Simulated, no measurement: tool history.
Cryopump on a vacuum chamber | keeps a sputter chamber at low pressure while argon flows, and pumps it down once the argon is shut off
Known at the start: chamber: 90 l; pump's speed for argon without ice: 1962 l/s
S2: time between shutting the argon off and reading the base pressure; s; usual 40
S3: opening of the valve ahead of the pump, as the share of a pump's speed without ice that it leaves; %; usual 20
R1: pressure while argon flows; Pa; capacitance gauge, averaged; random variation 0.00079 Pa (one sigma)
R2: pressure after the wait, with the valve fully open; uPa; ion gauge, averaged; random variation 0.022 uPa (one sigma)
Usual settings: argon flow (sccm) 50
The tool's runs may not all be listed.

{"run": 1, "hour": 0.0, "argon flow (sccm)": 50, "S2": 40, "S3": 20, "R1": 0.2181, "R2": 1.68}
{"run": 2, "hour": 9.6, "argon flow (sccm)": 50, "S2": 40, "S3": 20, "R1": 0.2183, "R2": 1.66}
{"run": 3, "hour": 21.3, "argon flow (sccm)": 50, "S2": 40, "S3": 20, "R1": 0.2186, "R2": 1.7}
{"run": 4, "hour": 37.1, "argon flow (sccm)": 50, "S2": 40, "S3": 20, "R1": 0.2194, "R2": 1.75}
{"run": 5, "hour": 45.7, "argon flow (sccm)": 50, "S2": 40, "S3": 20, "R1": 0.2176, "R2": 1.69}
{"run": 6, "hour": 60.0, "argon flow (sccm)": 50, "S2": 40, "S3": 20, "R1": 0.2191, "R2": 1.72}
{"run": 7, "hour": 73.1, "argon flow (sccm)": 50, "S2": 40, "S3": 20, "R1": 0.2185, "R2": 1.76}
{"run": 8, "hour": 81.0, "argon flow (sccm)": 50, "S2": 40, "S3": 20, "R1": 0.2185, "R2": 1.74}
{"run": 9, "hour": 94.0, "argon flow (sccm)": 50, "S2": 40, "S3": 29, "R1": 0.1522, "R2": 1.76}
{"run": 10, "hour": 104.6, "argon flow (sccm)": 50, "S2": 40, "S3": 20, "R1": 0.2189, "R2": 1.82}
{"run": 11, "hour": 114.5, "argon flow (sccm)": 61, "S2": 40, "S3": 20, "R1": 0.2672, "R2": 1.82}
{"run": 12, "hour": 127.1, "argon flow (sccm)": 61, "S2": 40, "S3": 20, "R1": 0.2668, "R2": 1.86}
{"run": 13, "hour": 136.6, "argon flow (sccm)": 32, "S2": 40, "S3": 20, "R1": 0.1398, "R2": 1.78}
{"run": 14, "hour": 150.8, "argon flow (sccm)": 94, "S2": 40, "S3": 20, "R1": 0.4125, "R2": 1.8}
{"run": 15, "hour": 162.6, "argon flow (sccm)": 94, "S2": 40, "S3": 20, "R1": 0.4122, "R2": 1.87}
{"run": 16, "hour": 172.9, "argon flow (sccm)": 94, "S2": 40, "S3": 20, "R1": 0.4131, "R2": 1.87}
{"run": 17, "hour": 188.9, "argon flow (sccm)": 94, "S2": 40, "S3": 20, "R1": 0.4119, "R2": 1.85}
{"run": 18, "hour": 203.6, "argon flow (sccm)": 94, "S2": 40, "S3": 20, "R1": 0.4136, "R2": 1.9}
{"run": 19, "hour": 216.2, "argon flow (sccm)": 50, "S2": 40, "S3": 21, "R1": 0.2111, "R2": 1.85}
{"run": 20, "hour": 231.2, "argon flow (sccm)": 21, "S2": 26, "S3": 20, "R1": 0.0923, "R2": 2.21}
{"run": 21, "hour": 244.0, "argon flow (sccm)": 55, "S2": 38, "S3": 20, "R1": 0.2439, "R2": 1.96}
{"run": 22, "hour": 255.9, "argon flow (sccm)": 55, "S2": 38, "S3": 20, "R1": 0.2437, "R2": 1.95}
{"run": 23, "hour": 269.3, "argon flow (sccm)": 55, "S2": 38, "S3": 20, "R1": 0.2443, "R2": 1.99}
{"run": 24, "hour": 276.3, "argon flow (sccm)": 26, "S2": 25, "S3": 47, "R1": 0.0505, "R2": 2.2}
{"run": 25, "hour": 287.3, "argon flow (sccm)": 26, "S2": 25, "S3": 47, "R1": 0.051, "R2": 2.26}
{"run": 26, "hour": 302.7, "argon flow (sccm)": 84, "S2": 40, "S3": 21, "R1": 0.3557, "R2": 1.97}
{"run": 27, "hour": 309.9, "argon flow (sccm)": 21, "S2": 229, "S3": 18, "R1": 0.1031, "R2": 1.65}
{"run": 28, "hour": 319.2, "argon flow (sccm)": 21, "S2": 229, "S3": 18, "R1": 0.1028, "R2": 1.64}
{"run": 29, "hour": 332.0, "argon flow (sccm)": 21, "S2": 229, "S3": 18, "R1": 0.1029, "R2": 1.69}
{"hour": 340.8, "done": "leaking fittings of the chamber tightened, without venting"}
{"run": 30, "hour": 350.1, "argon flow (sccm)": 21, "S2": 229, "S3": 18, "R1": 0.1021, "R2": 0.23}
{"run": 31, "hour": 359.4, "argon flow (sccm)": 52, "S2": 121, "S3": 55, "R1": 0.089, "R2": 0.31}
{"run": 32, "hour": 372.0, "argon flow (sccm)": 52, "S2": 133, "S3": 55, "R1": 0.0882, "R2": 0.32}
{"run": 33, "hour": 381.4, "argon flow (sccm)": 33, "S2": 133, "S3": 17, "R1": 0.1721, "R2": 0.35}

The same runs without the tool's hidden state, with the same run-to-run variation:
The hidden state here: pump's speed, % of a pump's without ice; cold plate's temperature, K; leak into the chamber, uPa l/s; drift of the gauge itself on working_pa, %; drift of the gauge itself on base_upa, %.
run=1 R1=0.2156 R2=0.58
run=2 R1=0.2157 R2=0.56
run=3 R1=0.2158 R2=0.58
run=4 R1=0.2165 R2=0.58
run=5 R1=0.2146 R2=0.54
run=6 R1=0.2159 R2=0.57
run=7 R1=0.2152 R2=0.58
run=8 R1=0.2152 R2=0.57
run=9 R1=0.1487 R2=0.58
run=10 R1=0.2153 R2=0.59
run=11 R1=0.2626 R2=0.60
run=12 R1=0.2621 R2=0.60
run=13 R1=0.1372 R2=0.56
run=14 R1=0.4048 R2=0.56
run=15 R1=0.4042 R2=0.59
run=16 R1=0.4049 R2=0.59
run=17 R1=0.4034 R2=0.56
run=18 R1=0.4048 R2=0.60
run=19 R1=0.2062 R2=0.55
run=20 R1=0.0902 R2=0.85
run=21 R1=0.2382 R2=0.61
run=22 R1=0.2379 R2=0.59
run=23 R1=0.2382 R2=0.60
run=24 R1=0.0476 R2=0.81
run=25 R1=0.0480 R2=0.84
run=26 R1=0.3458 R2=0.58
run=27 R1=0.1006 R2=0.22
run=28 R1=0.1003 R2=0.21
run=29 R1=0.1003 R2=0.20
run=30 R1=0.0994 R2=0.20
run=31 R1=0.0822 R2=0.27
run=32 R1=0.0812 R2=0.27
run=33 R1=0.1676 R2=0.29
